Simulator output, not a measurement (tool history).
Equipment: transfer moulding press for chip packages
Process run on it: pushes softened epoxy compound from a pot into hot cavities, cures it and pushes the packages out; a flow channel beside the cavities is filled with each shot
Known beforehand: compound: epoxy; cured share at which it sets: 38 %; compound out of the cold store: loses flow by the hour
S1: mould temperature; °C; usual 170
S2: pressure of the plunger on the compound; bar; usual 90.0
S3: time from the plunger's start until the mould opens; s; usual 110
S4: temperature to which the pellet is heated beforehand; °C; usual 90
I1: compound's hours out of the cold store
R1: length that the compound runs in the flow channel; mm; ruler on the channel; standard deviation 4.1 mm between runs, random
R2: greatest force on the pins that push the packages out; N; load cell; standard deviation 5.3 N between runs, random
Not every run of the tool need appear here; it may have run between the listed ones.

run,hour,S1,S2,S3,S4,I1,R1,R2
1,0.0,170,90.0,110,90,18.8,993,231
2,16.4,168,90.0,110,90,9.5,1017,276
3,37.4,168,90.0,110,90,16.1,1006,310
4,58.9,170,90.0,94,90,20.9,980,368
5,78.8,170,90.0,94,90,14.7,996,404
# hour 92.8: cavities cleaned with cleaning compound and waxed
6,98.5,177,90.0,110,90,20.3,945,290
7,118.8,177,90.0,110,90,29.3,926,284
# hour 137.2: cavities cleaned with cleaning compound and waxed, once more
8,144.1,177,90.0,110,90,30.1,921,162
9,164.4,177,90.0,110,90,34.1,917,195
10,175.4,170,75.9,110,90,12.0,906,236
11,190.0,170,75.9,110,90,19.1,898,255
12,200.9,170,90.0,108,90,28.9,964,278
13,217.3,170,90.0,112,90,11.6,986,277
14,235.8,170,90.0,112,90,36.8,938,290
15,252.4,170,90.0,112,90,27.2,961,297
# hour 263.8: cavities cleaned with cleaning compound and waxed
16,269.2,170,80.2,101,90,16.5,926,232
17,285.7,166,79.7,110,90,8.1,960,280
18,304.7,171,90.0,110,93,34.3,934,237
19,315.1,171,90.0,110,93,42.3,918,245
20,335.3,171,90.0,110,93,21.8,963,275
# hour 344.6: mould's thermocouples calibrated
21,360.9,171,90.0,124,97,38.4,923,248
22,373.0,178,90.0,92,97,33.0,891,262
23,382.7,178,90.0,92,97,26.6,903,275
# hour 392.7: cavities cleaned with cleaning compound and waxed
24,407.3,170,90.0,131,87,37.9,930,179
25,419.6,170,90.0,131,87,32.0,934,196
26,440.4,170,76.6,110,90,20.1,882,238
27,463.3,169,79.4,93,100,44.9,854,348
28,483.4,169,79.4,93,100,9.4,917,402
29,498.1,169,79.4,93,100,18.4,889,401

Branching from run 29: 4 alternative next runs. What would each branch give?
A,515.2,168,88.7,133,90,46.1,?,?
B,515.2,170,82.4,110,90,23.2,?,?
C,515.2,169,75.8,93,100,12.3,?,?
D,515.2,167,96.8,100,90,21.2,?,?

run,R1,R2
A,907,265
B,906,306
C,886,421
D,1004,413
Stripped of hidden state, with their random variation kept, the same runs would have yielded:
run,R1,R2
A,945,160
B,944,181
C,923,255
D,1046,247
